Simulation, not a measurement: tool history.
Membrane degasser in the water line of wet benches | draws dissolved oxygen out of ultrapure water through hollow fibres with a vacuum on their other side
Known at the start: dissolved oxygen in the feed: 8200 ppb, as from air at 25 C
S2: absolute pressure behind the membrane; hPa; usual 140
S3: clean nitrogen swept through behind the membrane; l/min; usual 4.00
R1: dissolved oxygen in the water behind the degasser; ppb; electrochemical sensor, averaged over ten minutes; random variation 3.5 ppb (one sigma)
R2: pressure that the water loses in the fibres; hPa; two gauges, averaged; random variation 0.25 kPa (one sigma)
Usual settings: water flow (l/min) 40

Run 1, hour 0.0: usual settings. Result: R1 357.8 ppb, R2 668.7 hPa.
Run 2, hour 23.8: usual settings. Result: R1 356.5 ppb, R2 671.4 hPa.
Run 3, hour 53.3: usual settings. Result: R1 365.9 ppb, R2 671.5 hPa.
Run 4, hour 84.2: usual settings but water flow (l/min) 41. Result: R1 375.7 ppb, R2 689.2 hPa.
Run 5, hour 142.2: usual settings but water flow (l/min) 41. Result: R1 371.0 ppb, R2 688.5 hPa.
Run 6, hour 198.9: usual settings but water flow (l/min) 41. Result: R1 370.8 ppb, R2 689.9 hPa.
Run 7, hour 249.3: usual settings but water flow (l/min) 41. Result: R1 371.8 ppb, R2 688.2 hPa.
Run 8, hour 278.4: usual settings but S3 6.47 l/min. Result: R1 266.8 ppb, R2 676.2 hPa.
Run 9, hour 302.1: usual settings but S3 1.72 l/min. Result: R1 624.1 ppb, R2 671.8 hPa.
Run 10, hour 349.0: usual settings but S3 1.72 l/min. Result: R1 623.2 ppb, R2 677.0 hPa.
Run 11, hour 378.4: usual settings but S3 9.61 l/min. Result: R1 215.7 ppb, R2 675.1 hPa.
Run 12, hour 407.4: usual settings but S3 9.61 l/min. Result: R1 214.1 ppb, R2 672.5 hPa.
Run 13, hour 458.0: usual settings but S3 9.61 l/min. Result: R1 216.8 ppb, R2 671.8 hPa.
Run 14, hour 500.8: usual settings. Result: R1 361.4 ppb, R2 669.1 hPa.
Run 15, hour 551.4: usual settings. Result: R1 362.3 ppb, R2 675.2 hPa.
Run 16, hour 578.4: usual settings. Result: R1 350.6 ppb, R2 670.8 hPa.
Run 17, hour 610.0: usual settings but water flow (l/min) 57, S2 170 hPa, S3 3.00 l/min. Result: R1 796.3 ppb, R2 967.0 hPa.
Run 18, hour 650.6: usual settings but water flow (l/min) 27, S2 120 hPa, S3 6.84 l/min. Result: R1 119.7 ppb, R2 457.0 hPa.
Run 19, hour 687.2: usual settings but water flow (l/min) 27, S2 120 hPa, S3 6.84 l/min. Result: R1 114.5 ppb, R2 453.8 hPa.
Run 20, hour 738.6: usual settings but water flow (l/min) 32, S2 207 hPa. Result: R1 383.4 ppb, R2 539.7 hPa.
Run 21, hour 771.1: usual settings but water flow (l/min) 47, S2 343 hPa, S3 8.02 l/min. Result: R1 579.5 ppb, R2 791.2 hPa.
Run 22, hour 810.6: usual settings but S2 168 hPa. Result: R1 427.8 ppb, R2 672.1 hPa.

Forecast run 23:
Run 23, hour 854.1: usual settings but water flow (l/min) 47, S2 283 hPa. Result: R1 ?, R2 ?.

Run 23 gave R1 794.6 ppb, R2 790.0 hPa.
Without the tool's hidden state the same run would have given R1 777.5 ppb, R2 780.3 hPa.
